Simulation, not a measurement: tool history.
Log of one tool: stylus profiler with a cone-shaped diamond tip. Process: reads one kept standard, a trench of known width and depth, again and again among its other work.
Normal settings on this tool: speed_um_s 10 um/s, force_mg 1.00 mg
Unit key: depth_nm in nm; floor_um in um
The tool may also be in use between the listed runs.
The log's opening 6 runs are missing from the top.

run    hour  speed_um_s  force_mg  depth_nm  floor_um
  7   297.4          10      1.07    505.21     12.69
  8   353.7          10      1.07    505.28     12.68
  9   397.4          10      1.00    505.22     12.64
      421.2  -- height scale calibrated on a step standard, once more
 10   443.2          10      1.00    503.03     12.58
 11   498.6          10      1.00    502.93     12.53
 12   562.2          10      1.39    503.81     12.44
 13   608.0          10      1.39    503.82     12.38
 14   667.7          10      1.00    503.09     12.32
 15   727.9          10      1.00    503.32     12.20
 16   765.6          10      1.00    503.34     12.25
      802.8  -- new tip fitted, height scale calibrated
 17   832.8          10      1.00    502.74     15.49
 18   895.3          10      1.00    502.90     15.45
 19   951.6          17      1.00    502.98     15.30
 20  1012.0          17      1.00    502.97     15.19
 21  1056.6          10      1.00    503.14     15.05
 22  1114.8          10      1.00    502.94     14.99
 23  1180.3          10      1.00    503.03     14.91
 24  1245.4          10      1.00    503.25     14.72
 25  1282.5           3      0.55    502.21     14.76
 26  1322.0           3      0.55    502.40     14.67
 27  1359.7           4      0.50    502.41     14.58

Predict the results of run 28:
 28  1394.0           3      0.55         ?         ?

Run 28 yielded depth_nm 502.35 nm, floor_um 14.55 um.
With the hidden condition absent and the run-to-run variation left alone, this run would have shown depth_nm 501.88 nm, floor_um 15.59 um.
